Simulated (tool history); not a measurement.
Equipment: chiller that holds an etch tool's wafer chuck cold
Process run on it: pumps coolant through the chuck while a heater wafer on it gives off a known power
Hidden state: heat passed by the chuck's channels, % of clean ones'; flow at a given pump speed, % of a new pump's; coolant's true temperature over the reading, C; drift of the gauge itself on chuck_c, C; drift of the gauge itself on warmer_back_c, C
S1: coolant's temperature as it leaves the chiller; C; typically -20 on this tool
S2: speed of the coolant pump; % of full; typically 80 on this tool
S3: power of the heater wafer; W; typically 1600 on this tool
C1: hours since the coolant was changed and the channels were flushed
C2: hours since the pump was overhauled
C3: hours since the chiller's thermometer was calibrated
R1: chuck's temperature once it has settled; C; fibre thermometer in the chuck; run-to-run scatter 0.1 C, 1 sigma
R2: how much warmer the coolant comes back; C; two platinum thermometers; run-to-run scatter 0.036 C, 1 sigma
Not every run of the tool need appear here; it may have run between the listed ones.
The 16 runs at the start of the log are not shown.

{"hour": 1843.1, "done": "chiller's thermometer calibrated"}
{"run": 17, "hour": 1860.1, "S1": -20, "S2": 76, "S3": 1600, "C1": 331, "C2": 6068, "C3": 17, "R1": -7.9, "R2": 6.85}
{"run": 18, "hour": 1933.9, "S1": -20, "S2": 76, "S3": 1600, "C1": 404, "C2": 6141, "C3": 91, "R1": -7.8, "R2": 6.71}
{"run": 19, "hour": 2062.6, "S1": -20, "S2": 76, "S3": 1976, "C1": 533, "C2": 6270, "C3": 219, "R1": -4.9, "R2": 8.45}
{"run": 20, "hour": 2199.5, "S1": -20, "S2": 76, "S3": 1976, "C1": 670, "C2": 6407, "C3": 356, "R1": -4.9, "R2": 8.45}
{"run": 21, "hour": 2290.9, "S1": -25, "S2": 95, "S3": 1550, "C1": 761, "C2": 6498, "C3": 448, "R1": -15.6, "R2": 5.05}
{"run": 22, "hour": 2436.3, "S1": -20, "S2": 63, "S3": 1568, "C1": 907, "C2": 6644, "C3": 593, "R1": -5.9, "R2": 8.19}
{"run": 23, "hour": 2502.3, "S1": -23, "S2": 71, "S3": 1791, "C1": 973, "C2": 6710, "C3": 659, "R1": -8.6, "R2": 8.19}
{"run": 24, "hour": 2583.8, "S1": -23, "S2": 71, "S3": 1791, "C1": 1054, "C2": 6791, "C3": 741, "R1": -8.4, "R2": 8.21}
{"run": 25, "hour": 2726.8, "S1": -20, "S2": 88, "S3": 1409, "C1": 1197, "C2": 6934, "C3": 884, "R1": -10.9, "R2": 4.87}
{"run": 26, "hour": 2836.1, "S1": -16, "S2": 80, "S3": 1600, "C1": 1307, "C2": 7044, "C3": 993, "R1": -4.4, "R2": 6.32}
{"run": 27, "hour": 2953.9, "S1": -16, "S2": 80, "S3": 1600, "C1": 1424, "C2": 7161, "C3": 1111, "R1": -4.3, "R2": 6.23}
{"hour": 3025.5, "done": "gauge calibrated"}
{"run": 28, "hour": 3054.9, "S1": -20, "S2": 63, "S3": 1383, "C1": 1525, "C2": 7262, "C3": 1212, "R1": -7.4, "R2": 7.5}
{"run": 29, "hour": 3149.8, "S1": -20, "S2": 63, "S3": 1383, "C1": 1620, "C2": 7357, "C3": 1307, "R1": -7.5, "R2": 7.61}
{"hour": 3217.7, "done": "coolant pump overhauled"}
{"run": 30, "hour": 3312.3, "S1": -15, "S2": 63, "S3": 1046, "C1": 1778, "C2": 95, "C3": 1464, "R1": -5.5, "R2": 5.68}
{"run": 31, "hour": 3379.1, "S1": -20, "S2": 64, "S3": 1600, "C1": 1844, "C2": 161, "C3": 1531, "R1": -5.8, "R2": 8.58}
{"run": 32, "hour": 3484.4, "S1": -20, "S2": 64, "S3": 1600, "C1": 1950, "C2": 267, "C3": 1636, "R1": -5.8, "R2": 8.53}

Alternative continuations, all from the tool just after run 32; predict every row:
{"run": "A", "hour": 3555.9, "S1": -14, "S2": 80, "S3": 1291, "C1": 2021, "C2": 338, "C3": 1708, "R1": "?", "R2": "?"}
{"run": "B", "hour": 3555.9, "S1": -12, "S2": 64, "S3": 855, "C1": 2021, "C2": 338, "C3": 1708, "R1": "?", "R2": "?"}
{"run": "C", "hour": 3555.9, "S1": -23, "S2": 85, "S3": 933, "C1": 2021, "C2": 338, "C3": 1708, "R1": "?", "R2": "?"}
{"run": "D", "hour": 3555.9, "S1": -26, "S2": 64, "S3": 1600, "C1": 2021, "C2": 338, "C3": 1708, "R1": "?", "R2": "?"}

run=A R1=-4.7 R2=5.28
run=B R1=-4.4 R2=4.53
run=C R1=-16.7 R2=3.59
run=D R1=-11.8 R2=8.56
What these runs would have given with no unlogged condition in the tool:
run=A R1=-4.7 R2=5.35
run=B R1=-4.4 R2=4.6
run=C R1=-16.7 R2=3.66
run=D R1=-11.8 R2=8.63
